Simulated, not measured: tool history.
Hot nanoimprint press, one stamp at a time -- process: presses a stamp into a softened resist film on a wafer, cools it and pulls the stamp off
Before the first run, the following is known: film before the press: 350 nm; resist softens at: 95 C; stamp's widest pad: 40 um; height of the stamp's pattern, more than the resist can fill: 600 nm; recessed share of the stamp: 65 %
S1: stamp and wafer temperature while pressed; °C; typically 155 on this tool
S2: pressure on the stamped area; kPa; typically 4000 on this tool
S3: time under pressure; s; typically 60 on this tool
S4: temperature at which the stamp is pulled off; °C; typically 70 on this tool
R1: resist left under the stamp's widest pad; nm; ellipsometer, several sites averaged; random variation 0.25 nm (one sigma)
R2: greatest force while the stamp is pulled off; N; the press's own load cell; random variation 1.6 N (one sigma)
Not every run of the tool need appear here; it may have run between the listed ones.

run	hour	S1	S2	S3	S4	R1	R2
1	0.0	155	4000	60	70	135.9	200
2	10.2	155	4000	60	70	135.5	199
3	17.7	155	4000	60	70	135.4	197
4	22.7	155	4000	86	70	118.2	201
5	28.0	155	4000	86	70	117.9	198
6	32.4	155	4000	86	70	118.0	204
7	42.7	155	4000	86	70	118.3	205
8	47.8	155	2430	86	70	153.5	205
# hour 57.3: stamp cleaned and given a new release coat
9	63.2	155	2430	86	70	153.4	184
10	71.8	155	2430	86	70	153.3	183
11	78.9	155	4000	60	67	135.0	195
12	87.0	155	4000	67	70	129.3	185
13	97.3	155	4000	67	70	129.8	185
14	107.1	155	2640	60	70	166.6	187
15	117.7	155	4000	60	64	135.1	209
16	127.2	159	4000	35	69	137.6	193
17	136.3	151	4000	33	63	197.4	218
18	140.7	151	4000	33	63	197.3	209
19	145.3	151	4000	46	63	177.0	220
20	154.6	151	4000	46	63	177.0	216
21	159.5	151	4000	46	63	177.2	215
22	167.1	148	4000	46	77	201.6	165
23	171.9	148	4000	46	77	203.1	165
24	181.6	148	4000	46	77	202.8	169
25	187.5	145	2890	60	70	239.9	192
26	192.3	148	2890	68	56	206.3	244
27	202.5	148	6190	68	56	143.5	249
28	213.2	148	6190	68	56	143.4	247
29	218.5	155	4000	112	70	105.7	197

4 options for the next run, each taken on its own from the tool as it stands now. Forecast them:
A	223.1	155	4000	73	70	?	?
B	223.1	146	4000	53	70	?	?
C	223.1	155	3100	41	56	?	?
D	223.1	153	4000	60	68	?	?

run	R1	R2
A	124.5	197
B	210.8	199
C	173.8	248
D	146.9	204
Without the tool's hidden state the same runs would have given:
run	R1	R2
A	127.1	183
B	214.9	184
C	177.1	229
D	149.9	189

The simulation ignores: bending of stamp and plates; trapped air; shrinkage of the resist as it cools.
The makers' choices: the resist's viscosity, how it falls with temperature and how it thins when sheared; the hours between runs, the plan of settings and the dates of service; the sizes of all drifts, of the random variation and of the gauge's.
